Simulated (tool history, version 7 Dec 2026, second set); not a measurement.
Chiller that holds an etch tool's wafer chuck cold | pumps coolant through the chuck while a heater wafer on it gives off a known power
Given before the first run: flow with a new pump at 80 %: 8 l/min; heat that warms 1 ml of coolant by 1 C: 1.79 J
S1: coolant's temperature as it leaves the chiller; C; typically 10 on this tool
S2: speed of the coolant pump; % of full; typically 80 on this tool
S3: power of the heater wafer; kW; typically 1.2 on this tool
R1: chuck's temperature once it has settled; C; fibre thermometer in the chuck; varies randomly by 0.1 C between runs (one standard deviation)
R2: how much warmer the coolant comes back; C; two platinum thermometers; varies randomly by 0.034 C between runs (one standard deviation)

run 1 hour=0 | S1=10 S2=80 S3=1.2 | R1=24.9 R2=5.02
run 2 hour=33.7 | S1=10 S2=80 S3=1.378 | R1=27.5 R2=5.72
run 3 hour=92.1 | S1=10 S2=80 S3=1.378 | R1=27.2 R2=5.77
run 4 hour=154.3 | S1=12 S2=80 S3=1.2 | R1=27.1 R2=5.01
run 5 hour=204.8 | S1=13 S2=80 S3=1.2 | R1=28.1 R2=4.93
run 6 hour=252.1 | S1=13 S2=80 S3=1.2 | R1=28.2 R2=4.99
run 7 hour=306.8 | S1=8 S2=94 S3=1.493 | R1=24.9 R2=5.3
run 8 hour=348.4 | S1=10 S2=80 S3=0.759 | R1=19.6 R2=3.1
run 9 hour=405.8 | S1=10 S2=80 S3=0.759 | R1=19.7 R2=3.14
run 10 hour=433.5 | S1=10 S2=80 S3=0.759 | R1=19.6 R2=3.12
run 11 hour=489.8 | S1=10 S2=88 S3=1.187 | R1=24.1 R2=4.38

Difference, measured minus no-hidden-state, one row per run. Run-to-run variation is common to both terms; the gauge's own scatter need not be:
Hidden conditions of the tool in this case: heat passed by the chuck's channels, % of clean ones'; flow at a given pump speed, % of a new pump's; coolant's true temperature over the reading, C; drift of the gauge itself on chuck_c, C; drift of the gauge itself on warmer_back_c, C.
run=1 R2=+0
run=2 R2=-0.01
run=3 R2=-0.02
run=4 R2=-0.03
run=5 R2=-0.04
run=6 R2=-0.05
run=7 R2=-0.06
run=8 R2=-0.08
run=9 R2=-0.09
run=10 R2=-0.1
run=11 R2=-0.11
R1: 0 in every run.

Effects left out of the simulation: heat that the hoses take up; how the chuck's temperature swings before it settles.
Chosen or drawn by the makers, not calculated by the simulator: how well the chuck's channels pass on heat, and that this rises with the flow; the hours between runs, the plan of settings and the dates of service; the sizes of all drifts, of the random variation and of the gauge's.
